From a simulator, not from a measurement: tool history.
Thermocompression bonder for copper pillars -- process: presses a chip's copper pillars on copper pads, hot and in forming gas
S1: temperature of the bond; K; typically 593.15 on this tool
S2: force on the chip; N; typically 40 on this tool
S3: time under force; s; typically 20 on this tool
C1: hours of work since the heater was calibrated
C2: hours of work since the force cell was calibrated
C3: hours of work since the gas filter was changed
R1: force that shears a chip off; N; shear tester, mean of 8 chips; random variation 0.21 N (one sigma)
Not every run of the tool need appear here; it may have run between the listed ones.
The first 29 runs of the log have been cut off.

{"run": 30, "day": 11.458, "S1": 593.15, "S2": 29, "S3": 20, "C1": 56, "C2": 149, "C3": 172, "R1": 40.8}
{"run": 31, "day": 11.742, "S1": 596.15, "S2": 40, "S3": 33, "C1": 59, "C2": 153, "C3": 175, "R1": 63.9}
{"run": 32, "day": 11.979, "S1": 592.15, "S2": 39, "S3": 38, "C1": 62, "C2": 156, "C3": 178, "R1": 63.8}
{"run": 33, "day": 12.525, "S1": 592.15, "S2": 52, "S3": 38, "C1": 69, "C2": 163, "C3": 185, "R1": 76.8}
{"run": 34, "day": 13.088, "S1": 592.15, "S2": 52, "S3": 38, "C1": 76, "C2": 170, "C3": 192, "R1": 76.8}
{"run": 35, "day": 13.604, "S1": 576.15, "S2": 26, "S3": 20, "C1": 83, "C2": 177, "C3": 199, "R1": 30.4}
{"run": 36, "day": 13.846, "S1": 589.15, "S2": 56, "S3": 22, "C1": 86, "C2": 180, "C3": 202, "R1": 66.5}
{"run": 37, "day": 14.254, "S1": 604.15, "S2": 33, "S3": 25, "C1": 91, "C2": 185, "C3": 207, "R1": 54.1}
{"run": 38, "day": 14.558, "S1": 593.15, "S2": 59, "S3": 41, "C1": 95, "C2": 189, "C3": 211, "R1": 85.0}
{"run": 39, "day": 14.854, "S1": 593.15, "S2": 59, "S3": 41, "C1": 99, "C2": 192, "C3": 215, "R1": 84.7}

Forecast each of these 4 alternatives for the next run:
{"run": "A", "day": 15.342, "S1": 593.15, "S2": 59, "S3": 47, "C1": 105, "C2": 199, "C3": 221, "R1": "?"}
{"run": "B", "day": 15.342, "S1": 593.15, "S2": 52, "S3": 41, "C1": 105, "C2": 199, "C3": 221, "R1": "?"}
{"run": "C", "day": 15.342, "S1": 593.15, "S2": 40, "S3": 46, "C1": 105, "C2": 199, "C3": 221, "R1": "?"}
{"run": "D", "day": 15.342, "S1": 586.15, "S2": 59, "S3": 12, "C1": 105, "C2": 199, "C3": 221, "R1": "?"}

run=A R1=88.3
run=B R1=78.5
run=C R1=69.1
run=D R1=54.5
Without the tool's hidden state the same runs would have given:
run=A R1=90.7
run=B R1=80.7
run=C R1=71.1
run=D R1=56.2
